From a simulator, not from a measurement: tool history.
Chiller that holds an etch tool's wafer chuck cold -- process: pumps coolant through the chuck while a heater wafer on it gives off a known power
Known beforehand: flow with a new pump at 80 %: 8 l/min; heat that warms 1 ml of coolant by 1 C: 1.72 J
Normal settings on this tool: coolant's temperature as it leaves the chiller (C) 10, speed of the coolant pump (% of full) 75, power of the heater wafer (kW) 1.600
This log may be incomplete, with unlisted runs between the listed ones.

run   hour  coolant's temperature as it leaves the chiller (C)  speed of the coolant pump (% of full)  power of the heater wafer (kW)  chuck's temperature once it has settled (C)  how much warmer the coolant comes back (C)
  1    0.0                                                  10                                     75                           1.600                                         23.5                                        7.51
  2   15.1                                                  10                                     75                           1.600                                         23.8                                        7.55
  3   32.7                                                  10                                     75                           1.600                                         23.4                                        7.53
  4   57.7                                                  10                                     75                           1.600                                         23.8                                        7.52
  5   86.0                                                  10                                     75                           1.600                                         23.7                                        7.46
  6  111.8                                                  10                                     75                           1.600                                         23.9                                        7.51
  7  127.0                                                  10                                     90                           1.600                                         22.2                                        6.32
     130.3  -- chiller's thermometer calibrated
  8  147.9                                                  10                                     75                           1.600                                         23.7                                        7.52
  9  161.7                                                  10                                     75                           1.600                                         23.8                                        7.55
 10  187.6                                                  10                                     75                           1.600                                         23.8                                        7.51
 11  212.4                                                  10                                     75                           1.600                                         23.9                                        7.47
 12  234.9                                                  10                                     92                           1.600                                         22.0                                        6.19
 13  252.9                                                  10                                     75                           1.018                                         18.7                                        4.75
 14  276.8                                                  10                                     75                           1.018                                         18.9                                        4.83
 15  302.8                                                  10                                     75                           1.018                                         18.8                                        4.81
 16  326.7                                                   8                                     83                           1.600                                         21.1                                        6.87
     333.2  -- chiller's thermometer calibrated, once more
 17  351.1                                                   8                                     83                           1.600                                         21.0                                        6.87
 18  381.7                                                   8                                     83                           1.600                                         21.2                                        6.83
 19  407.7                                                   5                                     84                           1.168                                         14.4                                        4.97
 20  439.5                                                   5                                     84                           1.168                                         14.5                                        5.00
 21  465.7                                                   1                                     75                           2.057                                         19.1                                        9.78
 22  495.7                                                   1                                     75                           2.057                                         19.1                                        9.68
 23  527.0                                                   5                                     87                           1.397                                         16.3                                        5.79
 24  549.4                                                   5                                     87                           1.397                                         16.3                                        5.79
 25  570.6                                                  10                                     75                           1.358                                         22.1                                        6.48
 26  603.1                                                   2                                     82                           1.927                                         18.2                                        8.38

Consider 3 possible next runs. They are alternatives, not a sequence: every one starts from the tool as it was left by run 26. What does each give?
  A  627.3                                                   2                                     61                           1.794                                            ?                                           ?
  B  627.3                                                  17                                     62                           1.449                                            ?                                           ?
  C  627.3                                                   2                                     95                           2.259                                            ?                                           ?

run  chuck's temperature once it has settled (C)  how much warmer the coolant comes back (C)
  A                                         20.3                                       10.42
  B                                         31.7                                        8.22
  C                                         19.1                                        8.56
What these runs would have given with no unlogged condition in the tool:
run  chuck's temperature once it has settled (C)  how much warmer the coolant comes back (C)
  A                                         18.8                                       10.19
  B                                         30.4                                        8.03
  C                                         17.6                                        8.37

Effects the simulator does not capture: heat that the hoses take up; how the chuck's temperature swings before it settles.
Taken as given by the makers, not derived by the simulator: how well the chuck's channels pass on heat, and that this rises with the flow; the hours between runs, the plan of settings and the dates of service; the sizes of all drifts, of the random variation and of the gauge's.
